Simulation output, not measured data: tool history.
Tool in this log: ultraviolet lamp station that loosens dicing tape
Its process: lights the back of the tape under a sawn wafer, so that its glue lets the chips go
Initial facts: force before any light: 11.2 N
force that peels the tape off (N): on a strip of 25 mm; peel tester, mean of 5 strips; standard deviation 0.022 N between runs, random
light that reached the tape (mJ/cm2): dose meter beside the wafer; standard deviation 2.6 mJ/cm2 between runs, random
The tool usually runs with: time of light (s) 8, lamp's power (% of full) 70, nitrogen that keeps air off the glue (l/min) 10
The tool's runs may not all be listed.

run	day	time of light (s)	lamp's power (% of full)	nitrogen that keeps air off the glue (l/min)	force that peels the tape off (N)	light that reached the tape (mJ/cm2)
1	0	8	70	10	1.212	314
2	0.792	8	68	10	1.306	309
3	1.375	8	70	10	1.241	311
4	2.367	8	70	10	1.29	310
5	2.871	8	70	10	1.247	310
6	3.733	8	89	10	0.814	396
7	4.3	9	89	10	0.641	440
8	5.033	9	89	10	0.645	446
9	5.825	9	89	10	0.645	448
10	6.5	8	61	10	1.701	267
11	7.188	8	76	10	1.092	340
12	7.75	8	76	10	1.155	331
13	8.246	8	76	6	1.479	335
14	8.879	8	76	6	1.486	327
15	9.733	9	76	6	1.244	375
16	10.717	8	77	10	1.117	339
17	11.329	8	80	12	0.925	347
18	11.946	16	61	4	0.788	526
19	12.438	16	61	4	0.777	527
20	13.375	16	61	4	0.788	522
21	14.192	16	63	6	0.588	535
22	14.779	16	63	6	0.592	533
23	15.288	16	63	6	0.575	537
24	15.904	16	63	6	0.592	532
25	16.425	16	68	6	0.494	575
26	17.221	10	70	10	0.907	363
27	17.996	12	78	4	0.934	495
28	19	6	64	4	3.761	202
29	19.771	6	64	4	3.691	202

What if the next run were any one of these 3? Each begins from the tool's condition after run 29:
A	20.204	12	64	4	?	?
B	20.204	6	64	15	?	?
C	20.204	8	70	10	?	?

run	force that peels the tape off (N)	light that reached the tape (mJ/cm2)
A	1.444	398
B	2.37	200
C	1.444	292
Had the tool no hidden state, the same runs would have come out as:
run	force that peels the tape off (N)	light that reached the tape (mJ/cm2)
A	1.065	466
B	1.844	234
C	1.068	342
